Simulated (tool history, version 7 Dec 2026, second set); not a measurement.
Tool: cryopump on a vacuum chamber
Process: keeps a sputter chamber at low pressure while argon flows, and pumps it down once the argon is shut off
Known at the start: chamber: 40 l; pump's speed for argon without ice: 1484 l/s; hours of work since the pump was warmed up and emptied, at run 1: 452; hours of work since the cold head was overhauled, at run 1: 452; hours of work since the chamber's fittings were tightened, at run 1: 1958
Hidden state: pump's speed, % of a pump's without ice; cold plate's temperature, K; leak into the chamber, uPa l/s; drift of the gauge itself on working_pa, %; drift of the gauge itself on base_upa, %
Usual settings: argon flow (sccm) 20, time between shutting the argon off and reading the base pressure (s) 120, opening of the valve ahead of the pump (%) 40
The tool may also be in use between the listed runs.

| run | hour | argon flow (sccm) | time between shutting the argon off and reading the base pressure (s) | opening of the valve ahead of the pump (%) | hours of work since the pump was warmed up and emptied | hours of work since the cold head was overhauled | hours of work since the chamber's fittings were tightened | pressure while argon flows (Pa) | pressure after the wait (uPa) |
|---|---|---|---|---|---|---|---|---|---|
| 1 | 0 | 20 | 120 | 40 | 452 | 452 | 1958 | 0.0585 | 2.15 |
| 2 | 69.9 | 20 | 120 | 40 | 510 | 510 | 2016 | 0.0592 | 2.28 |
| 3 | 122.5 | 20 | 120 | 40 | 554 | 554 | 2060 | 0.0596 | 2.32 |
| 4 | 153.2 | 20 | 120 | 40 | 580 | 580 | 2086 | 0.0595 | 2.3 |
| 5 | 220.1 | 20 | 120 | 40 | 636 | 636 | 2141 | 0.0612 | 2.31 |
| 6 | 249.2 | 20 | 120 | 40 | 660 | 660 | 2166 | 0.0604 | 2.29 |
| 7 | 299.7 | 20 | 120 | 40 | 702 | 702 | 2208 | 0.0601 | 2.41 |
| 8 | 366.9 | 20 | 120 | 40 | 758 | 758 | 2264 | 0.0604 | 2.51 |
| 9 | 420.4 | 20 | 120 | 40 | 803 | 803 | 2309 | 0.061 | 2.56 |
| 10 | 454 | 20 | 120 | 40 | 831 | 831 | 2337 | 0.0612 | 2.59 |
| 11 | 499.1 | 20 | 120 | 40 | 869 | 869 | 2374 | 0.0614 | 2.64 |
| 12 | 547.3 | 20 | 200 | 40 | 909 | 909 | 2414 | 0.0617 | 2.48 |
| 13 | 599.9 | 20 | 200 | 40 | 953 | 953 | 2458 | 0.0618 | 2.53 |
| 14 | 643.3 | 20 | 200 | 40 | 989 | 989 | 2495 | 0.0638 | 2.5 |
| 15 | 701.6 | 20 | 200 | 40 | 1038 | 1038 | 2543 | 0.062 | 2.57 |
| 16 | 767.8 | 21 | 68 | 40 | 1093 | 1093 | 2598 | 0.0662 | 3.38 |
| 17 | 803.3 | 26 | 68 | 26 | 1122 | 1122 | 2628 | 0.1216 | 3.44 |
| 18 | 839.5 | 26 | 68 | 26 | 1153 | 1153 | 2658 | 0.1217 | 3.53 |
|  | 869.3 | pump warmed up, emptied and cooled again |
| 19 | 901.2 | 26 | 68 | 26 | 27 | 1200 | 2706 | 0.115 | 3.1 |
| 20 | 930.6 | 20 | 242 | 40 | 51 | 1224 | 2730 | 0.0567 | 2.25 |
| 21 | 994.2 | 20 | 242 | 26 | 104 | 1278 | 2783 | 0.0881 | 2.35 |
| 22 | 1035.3 | 20 | 93 | 40 | 139 | 1312 | 2818 | 0.0581 | 2.91 |
| 23 | 1091.8 | 29 | 46 | 44 | 186 | 1359 | 2865 | 0.0772 | 3.79 |
| 24 | 1137 | 29 | 46 | 44 | 223 | 1397 | 2902 | 0.0773 | 3.84 |
| 25 | 1174.8 | 21 | 124 | 40 | 255 | 1428 | 2934 | 0.0609 | 2.8 |
| 26 | 1214.5 | 35 | 124 | 52 | 288 | 1461 | 2967 | 0.0789 | 2.75 |
| 27 | 1262.4 | 35 | 27 | 52 | 328 | 1501 | 3007 | 0.0805 | 5.16 |
| 28 | 1315.8 | 35 | 269 | 52 | 373 | 1546 | 3052 | 0.0811 | 2.64 |

5 ways to go on from here, each from the tool as it stands after run 28. What would each give?
| A | 1380.4 | 15 | 269 | 36 | 426 | 1600 | 3106 | ? | ? |
| B | 1380.4 | 14 | 269 | 23 | 426 | 1600 | 3106 | ? | ? |
| C | 1380.4 | 25 | 269 | 52 | 426 | 1600 | 3106 | ? | ? |
| D | 1380.4 | 24 | 68 | 49 | 426 | 1600 | 3106 | ? | ? |
| E | 1380.4 | 35 | 190 | 38 | 426 | 1600 | 3106 | ? | ? |

| run | pressure while argon flows (Pa) | pressure after the wait (uPa) |
|---|---|---|
| A | 0.0489 | 2.56 |
| B | 0.0707 | 2.69 |
| C | 0.058 | 2.7 |
| D | 0.0585 | 3.43 |
| E | 0.1086 | 2.79 |
Without the tool's hidden state the same runs would have given:
| run | pressure while argon flows (Pa) | pressure after the wait (uPa) |
|---|---|---|
| A | 0.0471 | 0.44 |
| B | 0.069 | 0.49 |
| C | 0.0549 | 0.52 |
| D | 0.0556 | 1.28 |
| E | 0.1043 | 0.58 |
